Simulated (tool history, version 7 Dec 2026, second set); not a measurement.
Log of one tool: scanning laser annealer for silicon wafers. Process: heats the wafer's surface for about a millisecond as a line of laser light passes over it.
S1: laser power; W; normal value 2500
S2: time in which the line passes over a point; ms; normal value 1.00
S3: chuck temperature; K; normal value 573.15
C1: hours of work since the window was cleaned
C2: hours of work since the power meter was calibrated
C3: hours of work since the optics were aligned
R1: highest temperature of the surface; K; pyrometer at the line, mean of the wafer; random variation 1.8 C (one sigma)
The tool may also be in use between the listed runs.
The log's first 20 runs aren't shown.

| run | hour | S1 | S2 | S3 | C1 | C2 | C3 | R1 |
|---|---|---|---|---|---|---|---|---|
| 21 | 285.6 | 2500 | 1.00 | 573.15 | 162 | 428 | 691 | 1412.15 |
| 22 | 295.4 | 2500 | 1.00 | 573.15 | 168 | 434 | 697 | 1409.15 |
| 23 | 305.8 | 2202 | 0.73 | 573.15 | 174 | 440 | 703 | 1190.15 |
| 24 | 318.2 | 2373 | 1.00 | 582.15 | 182 | 448 | 711 | 1374.15 |
| 25 | 326.4 | 2373 | 1.00 | 582.15 | 187 | 453 | 716 | 1377.15 |
| 26 | 343.3 | 2502 | 1.00 | 602.15 | 197 | 463 | 726 | 1439.15 |
| 27 | 354.4 | 2502 | 1.00 | 602.15 | 203 | 469 | 732 | 1440.15 |
| 28 | 362.6 | 2500 | 0.95 | 561.15 | 208 | 474 | 737 | 1376.15 |
| 29 | 370.6 | 2444 | 0.76 | 573.15 | 213 | 479 | 742 | 1281.15 |
| 30 | 380.1 | 2497 | 0.88 | 573.15 | 218 | 484 | 747 | 1356.15 |
| 31 | 391.3 | 2454 | 1.00 | 555.15 | 225 | 491 | 754 | 1373.15 |
| 32 | 403.5 | 2348 | 0.86 | 572.15 | 232 | 498 | 761 | 1295.15 |
| 33 | 412.8 | 2348 | 0.86 | 572.15 | 238 | 504 | 767 | 1295.15 |
| 34 | 425.3 | 2474 | 0.84 | 595.15 | 245 | 511 | 774 | 1351.15 |
| 35 | 434.8 | 2474 | 0.84 | 595.15 | 251 | 517 | 780 | 1353.15 |
| 36 | 449.5 | 2307 | 1.00 | 573.15 | 259 | 526 | 789 | 1341.15 |
| 37 | 458.8 | 2725 | 1.00 | 590.15 | 265 | 531 | 794 | 1509.15 |
| 38 | 478.3 | 2341 | 0.92 | 533.15 | 277 | 543 | 806 | 1281.15 |
| 39 | 496.7 | 2597 | 1.03 | 586.15 | 287 | 554 | 817 | 1475.15 |
| 40 | 514.9 | 2132 | 1.10 | 573.15 | 298 | 564 | 827 | 1314.15 |
| 41 | 529.3 | 2222 | 0.87 | 591.15 | 307 | 573 | 836 | 1278.15 |

Predict each of these 4 candidate next runs independently; none follows another, all start after run 41:
| A | 545.7 | 2173 | 0.87 | 582.15 | 317 | 583 | 846 | ? |
| B | 545.7 | 2500 | 1.00 | 539.15 | 317 | 583 | 846 | ? |
| C | 545.7 | 2155 | 0.88 | 573.15 | 317 | 583 | 846 | ? |
| D | 545.7 | 2130 | 0.86 | 566.15 | 317 | 583 | 846 | ? |

| run | R1 |
|---|---|
| A | 1252.15 |
| B | 1377.15 |
| C | 1241.15 |
| D | 1218.15 |
Stripped of hidden state, with their random variation kept, the same runs would have yielded:
| run | R1 |
|---|---|
| A | 1253.15 |
| B | 1378.15 |
| C | 1242.15 |
| D | 1219.15 |
